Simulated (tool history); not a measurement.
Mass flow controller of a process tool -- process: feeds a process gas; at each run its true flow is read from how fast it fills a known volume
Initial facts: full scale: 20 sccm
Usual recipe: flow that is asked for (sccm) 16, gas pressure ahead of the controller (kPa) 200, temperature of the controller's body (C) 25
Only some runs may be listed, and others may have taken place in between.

| run | hour | flow that is asked for (sccm) | gas pressure ahead of the controller (kPa) | temperature of the controller's body (C) | true flow (%) |
|---|---|---|---|---|---|
| 1 | 0.0 | 16 | 200 | 25 | 99.75 |
| 2 | 488.5 | 16 | 200 | 25 | 99.71 |
| 3 | 1024.8 | 16 | 200 | 25 | 99.86 |
| 4 | 1393.6 | 16 | 200 | 25 | 99.94 |
| 5 | 1919.8 | 16 | 200 | 25 | 99.87 |
| 6 | 2424.5 | 16 | 156 | 25 | 99.91 |
| 7 | 2918.1 | 16 | 156 | 25 | 99.92 |
| 8 | 3161.4 | 3 | 200 | 25 | 99.27 |
| 9 | 3560.6 | 16 | 200 | 25 | 100.22 |
| 10 | 3967.2 | 16 | 200 | 25 | 100.38 |
| 11 | 4385.4 | 16 | 200 | 25 | 100.37 |
| 12 | 4804.6 | 16 | 147 | 25 | 100.20 |
| 13 | 5216.2 | 16 | 147 | 25 | 100.31 |
| 14 | 5756.3 | 16 | 147 | 25 | 100.34 |
| 15 | 6324.7 | 5 | 266 | 25 | 99.95 |
| 16 | 6751.8 | 5 | 266 | 25 | 100.05 |
| 17 | 7060.3 | 14 | 266 | 25 | 100.70 |
| 18 | 7449.6 | 3 | 164 | 25 | 99.70 |
| 19 | 7957.3 | 3 | 200 | 25 | 99.98 |
| 20 | 8416.9 | 10 | 268 | 37 | 101.79 |
|  | 8504.3 | controller's zero set anew |
| 21 | 8819.4 | 10 | 268 | 37 | 101.83 |
| 22 | 9154.8 | 10 | 226 | 22 | 100.38 |
| 23 | 9441.8 | 3 | 200 | 25 | 100.18 |
| 24 | 9856.5 | 3 | 200 | 25 | 100.12 |
| 25 | 10318.8 | 3 | 200 | 25 | 100.28 |
| 26 | 10830.1 | 16 | 250 | 20 | 100.92 |
| 27 | 11254.8 | 16 | 143 | 25 | 101.18 |

How would selected steps in true flow (%) from run to run divide? Give the signed amount a tool lacking its hidden state would still show from settings, what came in and random variation, and the signed amount left for the hidden state, including any gauge scatter that is not in both of the compared results.
Unlogged tool condition in this case: flow at rest that the sensor doesn't see, % of full scale; true flow over the shown one, %; drift of the gauge itself on true_pct, %.
Run 19 -> 20: flow that is asked for (sccm) 3 -> 10, gas pressure ahead of the controller (kPa) 200 -> 268, temperature of the controller's body (C) 25 -> 37. true flow (%) +1.81: hidden state +0.10, all else +1.71.
Run 21 -> 22: gas pressure ahead of the controller (kPa) 268 -> 226, temperature of the controller's body (C) 37 -> 22. true flow (%) -1.45: hidden state +0.03, all else -1.48.
Run 25 -> 26: flow that is asked for (sccm) 3 -> 16, gas pressure ahead of the controller (kPa) 200 -> 250, temperature of the controller's body (C) 25 -> 20. true flow (%) +0.64: hidden state +0.10, all else +0.54.
